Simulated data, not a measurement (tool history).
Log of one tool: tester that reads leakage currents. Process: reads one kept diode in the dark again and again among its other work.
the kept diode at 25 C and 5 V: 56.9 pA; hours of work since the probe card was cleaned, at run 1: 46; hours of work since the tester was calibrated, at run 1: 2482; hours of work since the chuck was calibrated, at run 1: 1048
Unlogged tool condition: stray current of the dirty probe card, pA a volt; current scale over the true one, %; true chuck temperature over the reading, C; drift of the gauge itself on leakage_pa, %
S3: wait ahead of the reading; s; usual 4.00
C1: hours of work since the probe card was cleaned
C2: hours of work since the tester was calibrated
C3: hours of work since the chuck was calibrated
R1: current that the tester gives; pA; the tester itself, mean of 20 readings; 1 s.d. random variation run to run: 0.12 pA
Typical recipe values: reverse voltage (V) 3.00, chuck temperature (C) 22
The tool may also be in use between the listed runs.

Run 1, hour 0.0: usual settings; C1 46; C2 2482; C3 1048. Result: R1 35.35 pA.
Run 2, hour 88.2: usual settings; C1 110; C2 2546; C3 1111. Result: R1 35.29 pA.
Run 3, hour 178.9: usual settings; C1 176; C2 2611; C3 1177. Result: R1 35.32 pA.
At hour 255.9: chuck's temperature calibrated.
Run 4, hour 352.1: usual settings; C1 300; C2 2735; C3 70. Result: R1 38.36 pA.
Run 5, hour 509.2: usual settings; C1 414; C2 2849; C3 183. Result: R1 38.66 pA.
Run 6, hour 629.6: usual settings; C1 501; C2 2936; C3 270. Result: R1 38.47 pA.
Run 7, hour 746.2: usual settings; C1 585; C2 3020; C3 355. Result: R1 38.33 pA.
Run 8, hour 911.7: usual settings; C1 705; C2 3140; C3 475. Result: R1 38.51 pA.
Run 9, hour 1057.5: usual settings but reverse voltage (V) 6.06, chuck temperature (C) 24; C1 811; C2 3246; C3 580. Result: R1 59.90 pA.
Run 10, hour 1136.9: usual settings but reverse voltage (V) 2.75, chuck temperature (C) 59, S3 0.73 s; C1 868; C2 3303; C3 638. Result: R1 428.26 pA.
Run 11, hour 1267.1: usual settings but reverse voltage (V) 2.75, chuck temperature (C) 59, S3 0.73 s; C1 962; C2 3397; C3 732. Result: R1 425.94 pA.
Run 12, hour 1401.1: usual settings but reverse voltage (V) 7.18; C1 1059; C2 3494; C3 829. Result: R1 57.09 pA.
Run 13, hour 1566.8: usual settings but reverse voltage (V) 6.26, chuck temperature (C) 24, S3 0.32 s; C1 1179; C2 3614; C3 949. Result: R1 63.07 pA.
Run 14, hour 1649.7: usual settings but reverse voltage (V) 11.26, chuck temperature (C) 30, S3 0.80 s; C1 1239; C2 3674; C3 1009. Result: R1 119.37 pA.
Run 15, hour 1743.2: usual settings but reverse voltage (V) 11.26, chuck temperature (C) 30, S3 0.80 s; C1 1307; C2 3742; C3 1077. Result: R1 119.61 pA.
Run 16, hour 1868.7: usual settings but reverse voltage (V) 5.23, chuck temperature (C) 32, S3 0.80 s; C1 1398; C2 3833; C3 1167. Result: R1 96.67 pA.

Predict each of these 4 candidate next runs independently; none follows another, all start after run 16:
At hour 1928.1: probe card cleaned and baked.
At hour 1962.7: chuck's temperature calibrated.
Run A, hour 1962.7: usual settings but reverse voltage (V) 5.23, chuck temperature (C) 32, S3 0.88 s; C1 24; C2 3897; C3 0. Result: R1 ?.
At hour 1928.1: probe card cleaned and baked.
At hour 1962.7: chuck's temperature calibrated.
Run B, hour 1962.7: usual settings but reverse voltage (V) 10.57, chuck temperature (C) 47, S3 0.80 s; C1 24; C2 3897; C3 0. Result: R1 ?.
At hour 1928.1: probe card cleaned and baked.
At hour 1962.7: chuck's temperature calibrated.
Run C, hour 1962.7: usual settings but reverse voltage (V) 1.04, chuck temperature (C) 33, S3 0.80 s; C1 24; C2 3897; C3 0. Result: R1 ?.
At hour 1928.1: probe card cleaned and baked.
At hour 1962.7: chuck's temperature calibrated.
Run D, hour 1962.7: usual settings but reverse voltage (V) 4.08, chuck temperature (C) 45; C1 24; C2 3897; C3 0. Result: R1 ?.

run      R1
  A  100.16
  B  357.90
  C   58.19
  D  218.91
Without the tool's hidden state the same runs would have given:
run      R1
  A   96.83
  B  346.86
  C   56.32
  D  212.17
